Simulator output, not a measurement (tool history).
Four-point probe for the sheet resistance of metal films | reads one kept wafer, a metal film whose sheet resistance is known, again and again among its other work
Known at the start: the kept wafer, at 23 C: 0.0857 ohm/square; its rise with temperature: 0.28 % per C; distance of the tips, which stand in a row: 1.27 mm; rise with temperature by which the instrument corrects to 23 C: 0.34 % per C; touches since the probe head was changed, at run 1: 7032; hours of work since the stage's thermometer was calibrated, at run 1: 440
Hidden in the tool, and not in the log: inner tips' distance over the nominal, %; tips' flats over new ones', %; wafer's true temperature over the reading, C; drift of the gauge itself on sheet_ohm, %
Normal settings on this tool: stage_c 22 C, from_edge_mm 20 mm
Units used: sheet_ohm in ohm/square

run   hour  stage_c  from_edge_mm  touches since the probe head was changed  hours of work since the stage's thermometer was calibrated  sheet_ohm
  1    0.0       22            20                                      7032                                                         440   0.085957
  2   17.2       22            20                                      7379                                                         449   0.085963
  3   34.9       32            20                                      7736                                                         458   0.085436
  4   52.9       22            20                                      8099                                                         467   0.085958
  5   71.8       22            20                                      8480                                                         477   0.085951
  6   87.4       22            20                                      8795                                                         485   0.085969
  7  101.6       22            20                                      9081                                                         492   0.085942
  8  115.5       30            20                                      9361                                                         500   0.085559
  9  124.7       35            20                                      9546                                                         504   0.085317
 10  143.6       35            20                                      9928                                                         514   0.085320
 11  162.2       35            20                                     10301                                                         523   0.085337
 12  173.8       22            20                                     10535                                                         529   0.085954
 13  188.7       31            20                                     10837                                                         537   0.085501
 14  206.0       22            39                                     11185                                                         546   0.085820
 15  217.5       22            20                                     11418                                                         552   0.085967
 16  231.8       22            20                                     11705                                                         559   0.085951
 17  241.2       28             9                                     11895                                                         564   0.086397
 18  257.3       28             9                                     12219                                                         572   0.086369
 19  272.6       28             9                                     12528                                                         580   0.086389
 20  280.6       21            20                                     12688                                                         584   0.086024
 21  295.3       25             9                                     12985                                                         592   0.086516
 22  308.2       21            16                                     13245                                                         598   0.086096
 23  324.1       19             5                                     13566                                                         606   0.088804
 24  338.3       23            26                                     13853                                                         614   0.085838
 25  354.8       19             8                                     14185                                                         622   0.087081
 26  367.2       19             8                                     14434                                                         629   0.087096
 27  377.9       24            71                                     14650                                                         634   0.085664
 28  392.1       33            20                                     14937                                                         641   0.085430
 29  400.4       33             7                                     15105                                                         646   0.086730
 30  409.9       33             7                                     15296                                                         651   0.086729
 31  423.1       19            65                                     15562                                                         657   0.085906

Each row is a separate what-if for the run after 31, all from the same tool condition, not one after another. Results?
  A  431.4       22             8                                     15730                                                         662          ?
  B  431.4       21            20                                     15730                                                         662          ?
  C  431.4       22            20                                     15730                                                         662          ?

run  sheet_ohm
  A   0.086934
  B   0.086016
  C   0.085985
With the hidden condition removed and each run's random variation left untouched, the same runs would have given:
run  sheet_ohm
  A   0.086907
  B   0.085990
  C   0.085958
